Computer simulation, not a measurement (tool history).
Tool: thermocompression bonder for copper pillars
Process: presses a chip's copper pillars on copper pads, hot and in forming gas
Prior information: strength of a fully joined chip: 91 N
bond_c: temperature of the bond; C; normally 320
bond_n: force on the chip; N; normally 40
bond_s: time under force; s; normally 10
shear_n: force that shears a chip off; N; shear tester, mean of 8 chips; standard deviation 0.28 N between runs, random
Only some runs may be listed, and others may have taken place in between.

run,hour,bond_c,bond_n,bond_s,shear_n
1,0,320,40,10,63.1
2,60,320,40,10,63.3
3,86.5,320,40,10,63.4
4,137.4,320,36,10,59.4
5,169.9,320,36,10,59.5
6,206,320,36,10,59.6
# hour 210.4: force cell calibrated
7,272.1,320,40,10,61.8
8,334.6,320,52,22,78.8
9,378.7,320,34,10,56.9
# hour 393.3: forming gas filter changed
10,435.8,330,25,22,67.1
11,464.7,330,25,22,66.6
# hour 489.3: force cell calibrated, once more
12,508.1,328,40,10,69.7
13,568.8,303,51,16,72
14,624.4,306,26,11,46.2

3 options for the next run, each taken on its own from the tool as it stands now. Forecast them:
A,681.4,315,32,11,?
B,681.4,336,38,14,?
C,681.4,320,38,15,?

run,shear_n
A,57.1
B,75.9
C,70.6
With no hidden state in the tool, these same runs would have given:
run,shear_n
A,54.9
B,75.1
C,69.1
